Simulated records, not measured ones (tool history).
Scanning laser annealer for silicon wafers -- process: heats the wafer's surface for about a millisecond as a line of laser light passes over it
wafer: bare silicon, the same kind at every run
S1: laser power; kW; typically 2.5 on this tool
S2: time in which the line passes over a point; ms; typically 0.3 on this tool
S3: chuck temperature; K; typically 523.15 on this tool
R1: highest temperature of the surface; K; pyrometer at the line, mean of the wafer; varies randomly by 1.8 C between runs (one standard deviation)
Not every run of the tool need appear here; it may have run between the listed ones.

run    hour     S1     S2      S3       R1
  1       0    2.5    0.3  523.15  1286.15
  2    42.6    2.5    0.3  523.15  1282.15
  3    65.8    2.5    0.3  523.15  1281.15
  4   106.2    2.5    0.3  523.15  1280.15
  5   140.7  2.136    0.3  523.15  1140.15
  6   173.1  2.136    0.3  523.15  1137.15
  7   206.8  2.136    0.3  523.15  1137.15
  8   235.2  2.136    0.3  523.15  1138.15
  9   255.2    2.5  0.364  523.15  1360.15
 10   284.1    2.5    0.3  523.15  1274.15
 11   317.9  2.588    0.3  523.15  1304.15
 12   360.2  2.588    0.3  523.15  1300.15
      368.5  -- window over the wafer cleaned
 13   402.5  2.588    0.3  523.15  1330.15
 14   445.4  2.588    0.3  523.15  1331.15
 15   466.8    2.5    0.3  548.15  1320.15
 16   509.6    2.5    0.3  530.15  1296.15
 17     535    2.5    0.3  530.15  1298.15
 18   557.8    2.5  0.325  523.15  1321.15
 19   588.6    2.5    0.3  523.15  1289.15
 20   617.7  2.476    0.3  523.15  1276.15
 21   654.6  2.476    0.3  523.15  1277.15
 22   695.3    2.5  0.321  541.15  1331.15
 23   733.4    2.5  0.321  561.15  1348.15
 24   775.5    2.5  0.321  561.15  1349.15
 25   795.3    2.5  0.321  561.15  1343.15
 26   824.3    2.5  0.321  561.15  1347.15
 27     851  2.187  0.211  496.15  1016.15
 28   893.1  2.724  0.358  559.15  1486.15
 29     920   2.56  0.358  551.15  1409.15
 30   950.6   2.56  0.358  551.15  1402.15
 31   989.3  2.186    0.3  523.15  1153.15
 32  1020.1  2.186  0.321  486.15  1141.15
 33  1038.1  2.186  0.321  486.15  1141.15
 34    1059  2.493  0.337  520.15  1312.15
 35  1092.2  2.234  0.366  520.15  1241.15
 36  1129.8  2.221  0.258  557.15  1142.15
 37  1168.5  2.221  0.275  536.15  1145.15
 38  1187.7  2.475  0.334  528.15  1302.15
 39  1208.5  2.133  0.304  543.15  1150.15
     1235.1  -- window over the wafer cleaned
 40  1235.8    2.5  0.235  526.15  1194.15
 41  1278.2  2.531  0.222  523.15  1178.15

Per-run results on a tool with no hidden state, each run keeping its own random variation:
What the log doesn't record here: light that passes the window, % of a clean one's; laser's true power over the reading, %; width of the line over the set one, %; drift of the gauge itself on peak_c, C.
run       R1
  1  1304.15
  2  1302.15
  3  1302.15
  4  1302.15
  5  1160.15
  6  1158.15
  7  1158.15
  8  1161.15
  9  1391.15
 10  1304.15
 11  1337.15
 12  1334.15
 13  1336.15
 14  1339.15
 15  1329.15
 16  1307.15
 17  1309.15
 18  1333.15
 19  1303.15
 20  1290.15
 21  1292.15
 22  1349.15
 23  1368.15
 24  1371.15
 25  1365.15
 26  1371.15
 27  1033.15
 28  1517.15
 29  1439.15
 30  1433.15
 31  1177.15
 32  1168.15
 33  1168.15
 34  1347.15
 35  1274.15
 36  1170.15
 37  1175.15
 38  1341.15
 39  1181.15
 40  1206.15
 41  1191.15
